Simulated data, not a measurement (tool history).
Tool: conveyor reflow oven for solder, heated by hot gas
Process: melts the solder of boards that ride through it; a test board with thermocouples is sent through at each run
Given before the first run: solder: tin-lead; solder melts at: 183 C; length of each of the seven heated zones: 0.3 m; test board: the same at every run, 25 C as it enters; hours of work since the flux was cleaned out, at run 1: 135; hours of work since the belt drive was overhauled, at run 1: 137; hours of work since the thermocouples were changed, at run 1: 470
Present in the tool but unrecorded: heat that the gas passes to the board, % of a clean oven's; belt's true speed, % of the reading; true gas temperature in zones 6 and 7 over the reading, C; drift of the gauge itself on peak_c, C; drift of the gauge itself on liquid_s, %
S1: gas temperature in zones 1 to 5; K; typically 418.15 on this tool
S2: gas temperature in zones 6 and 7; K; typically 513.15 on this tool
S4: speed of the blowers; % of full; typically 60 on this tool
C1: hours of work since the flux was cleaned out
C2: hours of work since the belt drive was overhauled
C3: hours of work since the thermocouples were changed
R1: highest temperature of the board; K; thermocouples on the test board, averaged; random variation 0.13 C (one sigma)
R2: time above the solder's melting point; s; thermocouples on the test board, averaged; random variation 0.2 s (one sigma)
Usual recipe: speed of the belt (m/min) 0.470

run 1 hour=0.0 | S1=418.15 S2=513.15 speed_of_the_belt_(m/min)=0.470 S4=60 | C1=135 C2=137 C3=470 | R1=490.55 R2=59.7
run 2 hour=48.2 | S1=418.15 S2=513.15 speed_of_the_belt_(m/min)=0.470 S4=60 | C1=164 C2=166 C3=499 | R1=490.85 R2=58.8
run 3 hour=94.2 | S1=418.15 S2=513.15 speed_of_the_belt_(m/min)=0.470 S4=60 | C1=192 C2=193 C3=527 | R1=490.75 R2=59.4
run 4 hour=128.8 | S1=418.15 S2=513.15 speed_of_the_belt_(m/min)=0.470 S4=60 | C1=212 C2=214 C3=547 | R1=490.85 R2=59.3
run 5 hour=156.4 | S1=418.15 S2=513.15 speed_of_the_belt_(m/min)=0.470 S4=60 | C1=229 C2=230 C3=564 | R1=490.65 R2=59.5
run 6 hour=199.8 | S1=418.15 S2=513.15 speed_of_the_belt_(m/min)=0.470 S4=60 | C1=255 C2=256 C3=590 | R1=490.85 R2=59.3
run 7 hour=240.5 | S1=418.15 S2=513.15 speed_of_the_belt_(m/min)=0.528 S4=60 | C1=279 C2=281 C3=614 | R1=485.85 R2=48.2
run 8 hour=263.1 | S1=418.15 S2=513.15 speed_of_the_belt_(m/min)=0.528 S4=60 | C1=293 C2=294 C3=628 | R1=485.95 R2=47.8
run 9 hour=313.0 | S1=418.15 S2=513.15 speed_of_the_belt_(m/min)=0.470 S4=60 | C1=323 C2=324 C3=658 | R1=490.65 R2=59.2
-- hour=342.3 flux residue cleaned out of gas plates and filters
run 10 hour=342.3 | S1=418.15 S2=513.15 speed_of_the_belt_(m/min)=0.470 S4=60 | C1=0 C2=339 C3=672 | R1=491.75 R2=60.4
run 11 hour=366.5 | S1=418.15 S2=513.15 speed_of_the_belt_(m/min)=0.470 S4=60 | C1=14 C2=353 C3=687 | R1=491.75 R2=60.3
-- hour=395.1 thermocouples of zones 6 and 7 changed
run 12 hour=414.2 | S1=418.15 S2=513.15 speed_of_the_belt_(m/min)=0.470 S4=60 | C1=42 C2=380 C3=11 | R1=490.85 R2=59.6
run 13 hour=452.0 | S1=418.15 S2=513.15 speed_of_the_belt_(m/min)=0.470 S4=60 | C1=64 C2=403 C3=34 | R1=490.65 R2=59.6
run 14 hour=483.1 | S1=418.15 S2=513.15 speed_of_the_belt_(m/min)=0.470 S4=60 | C1=83 C2=422 C3=53 | R1=490.85 R2=59.3
run 15 hour=527.5 | S1=418.15 S2=513.15 speed_of_the_belt_(m/min)=0.470 S4=60 | C1=109 C2=448 C3=79 | R1=490.65 R2=59.5
run 16 hour=571.7 | S1=418.15 S2=513.15 speed_of_the_belt_(m/min)=0.470 S4=60 | C1=136 C2=475 C3=106 | R1=490.65 R2=59.8
run 17 hour=621.9 | S1=422.15 S2=506.15 speed_of_the_belt_(m/min)=0.470 S4=50 | C1=166 C2=505 C3=136 | R1=481.45 R2=51.3
run 18 hour=671.1 | S1=422.15 S2=506.15 speed_of_the_belt_(m/min)=0.470 S4=58 | C1=195 C2=534 C3=165 | R1=485.25 R2=56.3
run 19 hour=718.4 | S1=431.15 S2=513.15 speed_of_the_belt_(m/min)=0.470 S4=88 | C1=224 C2=562 C3=193 | R1=501.65 R2=73.3
run 20 hour=748.0 | S1=431.15 S2=513.15 speed_of_the_belt_(m/min)=0.470 S4=88 | C1=241 C2=580 C3=211 | R1=501.85 R2=73.4
run 21 hour=770.0 | S1=431.15 S2=513.15 speed_of_the_belt_(m/min)=0.470 S4=88 | C1=254 C2=593 C3=224 | R1=501.55 R2=73.2
run 22 hour=791.1 | S1=429.15 S2=513.15 speed_of_the_belt_(m/min)=0.470 S4=88 | C1=267 C2=606 C3=237 | R1=501.35 R2=72.3
run 23 hour=821.7 | S1=429.15 S2=513.15 speed_of_the_belt_(m/min)=0.470 S4=88 | C1=285 C2=624 C3=255 | R1=501.45 R2=72.7
run 24 hour=864.9 | S1=418.15 S2=511.15 speed_of_the_belt_(m/min)=0.470 S4=60 | C1=311 C2=650 C3=281 | R1=488.75 R2=58.1
run 25 hour=902.9 | S1=404.15 S2=501.15 speed_of_the_belt_(m/min)=0.553 S4=87 | C1=334 C2=673 C3=304 | R1=481.45 R2=40.1
-- hour=911.1 flux residue cleaned out of gas plates and filters
run 26 hour=954.7 | S1=404.15 S2=501.15 speed_of_the_belt_(m/min)=0.553 S4=87 | C1=26 C2=701 C3=332 | R1=483.05 R2=41.6
run 27 hour=991.9 | S1=404.15 S2=501.15 speed_of_the_belt_(m/min)=0.553 S4=68 | C1=48 C2=723 C3=354 | R1=476.35 R2=33.6
run 28 hour=1030.0 | S1=412.15 S2=501.15 speed_of_the_belt_(m/min)=0.505 S4=69 | C1=71 C2=746 C3=377 | R1=481.55 R2=46.0
run 29 hour=1075.1 | S1=412.15 S2=501.15 speed_of_the_belt_(m/min)=0.505 S4=69 | C1=98 C2=773 C3=404 | R1=481.75 R2=46.1
run 30 hour=1106.5 | S1=412.15 S2=512.15 speed_of_the_belt_(m/min)=0.532 S4=66 | C1=117 C2=791 C3=422 | R1=487.55 R2=47.9
run 31 hour=1135.2 | S1=414.15 S2=520.15 speed_of_the_belt_(m/min)=0.419 S4=51 | C1=134 C2=808 C3=439 | R1=496.45 R2=70.8
run 32 hour=1161.0 | S1=418.15 S2=512.15 speed_of_the_belt_(m/min)=0.461 S4=60 | C1=149 C2=824 C3=455 | R1=491.55 R2=62.2

How would selected steps in R1 from run to run divide? Give the signed amount a tool lacking its hidden state would still show from settings, what came in and random variation, and the signed amount left for the hidden state, including any gauge scatter that is not in both of the compared results.
Run 9 -> 10: flux residue cleaned out of gas plates and filters. R1 +1.10 K: hidden state +1.20, all else -0.10.
Run 11 -> 12: thermocouples of zones 6 and 7 changed. R1 -0.90 K: hidden state -0.90, all else +0.00.
Run 16 -> 17: S1 418.15 -> 422.15, S2 513.15 -> 506.15, S4 60 -> 50. R1 -9.20 K: hidden state +0.10, all else -9.30.
Run 18 -> 19: S1 422.15 -> 431.15, S2 506.15 -> 513.15, S4 58 -> 88. R1 +16.40 K: hidden state -0.20, all else +16.60.
Run 23 -> 24: S1 429.15 -> 418.15, S2 513.15 -> 511.15, S4 88 -> 60. R1 -12.70 K: hidden state +0.00, all else -12.70.
Run 25 -> 26: flux residue cleaned out of gas plates and filters. R1 +1.60 K: hidden state +1.40, all else +0.20.
